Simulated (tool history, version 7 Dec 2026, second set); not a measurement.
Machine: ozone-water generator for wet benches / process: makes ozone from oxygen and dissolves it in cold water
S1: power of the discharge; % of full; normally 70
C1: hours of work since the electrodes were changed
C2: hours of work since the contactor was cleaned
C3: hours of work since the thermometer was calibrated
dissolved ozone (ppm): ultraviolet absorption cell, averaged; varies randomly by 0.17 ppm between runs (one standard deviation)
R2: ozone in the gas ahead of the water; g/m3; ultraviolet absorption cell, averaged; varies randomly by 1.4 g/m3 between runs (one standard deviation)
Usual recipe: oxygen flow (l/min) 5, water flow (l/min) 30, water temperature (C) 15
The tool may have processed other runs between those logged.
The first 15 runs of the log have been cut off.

Run 16, hour 389.3: usual settings but S1 89 % of full; C1 334; C2 458; C3 396. Result: dissolved ozone (ppm) 27.5, R2 311.2 g/m3.
Run 17, hour 408.5: usual settings but oxygen flow (l/min) 6.55; C1 346; C2 470; C3 408. Result: dissolved ozone (ppm) 25, R2 239.1 g/m3.
Run 18, hour 424.8: usual settings but S1 99 % of full, oxygen flow (l/min) 4.77, water flow (l/min) 18, water temperature (C) 10; C1 357; C2 480; C3 418. Result: dissolved ozone (ppm) 46.4, R2 348 g/m3.
Run 19, hour 447.3: usual settings but S1 80 % of full, oxygen flow (l/min) 4.77, water flow (l/min) 18, water temperature (C) 21; C1 371; C2 494; C3 432. Result: dissolved ozone (ppm) 33.4, R2 292.6 g/m3.
Run 20, hour 474.2: usual settings but S1 80 % of full, oxygen flow (l/min) 4.77, water flow (l/min) 18, water temperature (C) 21; C1 388; C2 511; C3 449. Result: dissolved ozone (ppm) 33.1, R2 292.5 g/m3.
Run 21, hour 505.6: usual settings but S1 63 % of full, oxygen flow (l/min) 4.77, water flow (l/min) 36, water temperature (C) 14; C1 407; C2 530; C3 469. Result: dissolved ozone (ppm) 17.8, R2 243.4 g/m3.
Run 22, hour 525.6: usual settings but S1 63 % of full, oxygen flow (l/min) 3.46, water flow (l/min) 36, water temperature (C) 14; C1 420; C2 543; C3 481. Result: dissolved ozone (ppm) 15.6, R2 266.8 g/m3.
Run 23, hour 554.3: usual settings but S1 63 % of full, oxygen flow (l/min) 3.46, water flow (l/min) 36, water temperature (C) 14; C1 438; C2 561; C3 499. Result: dissolved ozone (ppm) 15.4, R2 270.6 g/m3.
Run 24, hour 580.3: usual settings but water flow (l/min) 33, water temperature (C) 12; C1 454; C2 577; C3 516. Result: dissolved ozone (ppm) 21.7, R2 259.6 g/m3.
Run 25, hour 612.6: usual settings but S1 73 % of full, oxygen flow (l/min) 2.87, water flow (l/min) 33, water temperature (C) 21; C1 475; C2 598; C3 536. Result: dissolved ozone (ppm) 16.4, R2 317.3 g/m3.
Run 26, hour 646: usual settings but oxygen flow (l/min) 2.52; C1 495; C2 619; C3 557. Result: dissolved ozone (ppm) 17, R2 319.4 g/m3.
Run 27, hour 672: usual settings but oxygen flow (l/min) 2.6, water temperature (C) 22; C1 512; C2 635; C3 573. Result: dissolved ozone (ppm) 16.4, R2 312.6 g/m3.
Run 28, hour 693: usual settings but water flow (l/min) 39, water temperature (C) 8; C1 525; C2 648; C3 587. Result: dissolved ozone (ppm) 19.4, R2 259.8 g/m3.
Run 29, hour 723.3: usual settings but water flow (l/min) 39, water temperature (C) 8; C1 544; C2 667; C3 606. Result: dissolved ozone (ppm) 19.5, R2 258.1 g/m3.
Run 30, hour 748.4: usual settings but water flow (l/min) 39, water temperature (C) 8; C1 560; C2 683; C3 621. Result: dissolved ozone (ppm) 19, R2 260.3 g/m3.
Run 31, hour 785.1: usual settings but water flow (l/min) 39, water temperature (C) 8; C1 583; C2 706; C3 644. Result: dissolved ozone (ppm) 19.2, R2 261.1 g/m3.
Run 32, hour 805.6: usual settings but S1 42 % of full, oxygen flow (l/min) 3.55, water flow (l/min) 39, water temperature (C) 8; C1 596; C2 719; C3 657. Result: dissolved ozone (ppm) 11, R2 190.8 g/m3.

Each row is a separate what-if for the run after 32, all from the same tool condition, not one after another. Results?
Run A, hour 820.4: usual settings but oxygen flow (l/min) 2.97, water flow (l/min) 40, water temperature (C) 13; C1 605; C2 728; C3 666. Result: dissolved ozone (ppm) ?, R2 ?.
Run B, hour 820.4: usual settings but S1 78 % of full, oxygen flow (l/min) 6.45, water flow (l/min) 28; C1 605; C2 728; C3 666. Result: dissolved ozone (ppm) ?, R2 ?.
Run C, hour 820.4: usual settings but oxygen flow (l/min) 6.93; C1 605; C2 728; C3 666. Result: dissolved ozone (ppm) ?, R2 ?.
Run D, hour 820.4: usual settings but oxygen flow (l/min) 3.53, water temperature (C) 22; C1 605; C2 728; C3 666. Result: dissolved ozone (ppm) ?, R2 ?.
Run E, hour 820.4: usual settings but S1 80 % of full, oxygen flow (l/min) 3.72, water flow (l/min) 25, water temperature (C) 8; C1 605; C2 728; C3 666. Result: dissolved ozone (ppm) ?, R2 ?.

run  dissolved ozone (ppm)     R2
  A                     14  307.9
  B                   28.9  258.4
  C                   25.4    232
  D                   18.6  290.7
  E                   28.1  319.5
Stripped of hidden state, with their random variation kept, the same runs would have yielded:
run  dissolved ozone (ppm)     R2
  A                     14  308.1
  B                   28.9  258.6
  C                   25.5  232.1
  D                   18.6  290.8
  E                   28.1  319.7

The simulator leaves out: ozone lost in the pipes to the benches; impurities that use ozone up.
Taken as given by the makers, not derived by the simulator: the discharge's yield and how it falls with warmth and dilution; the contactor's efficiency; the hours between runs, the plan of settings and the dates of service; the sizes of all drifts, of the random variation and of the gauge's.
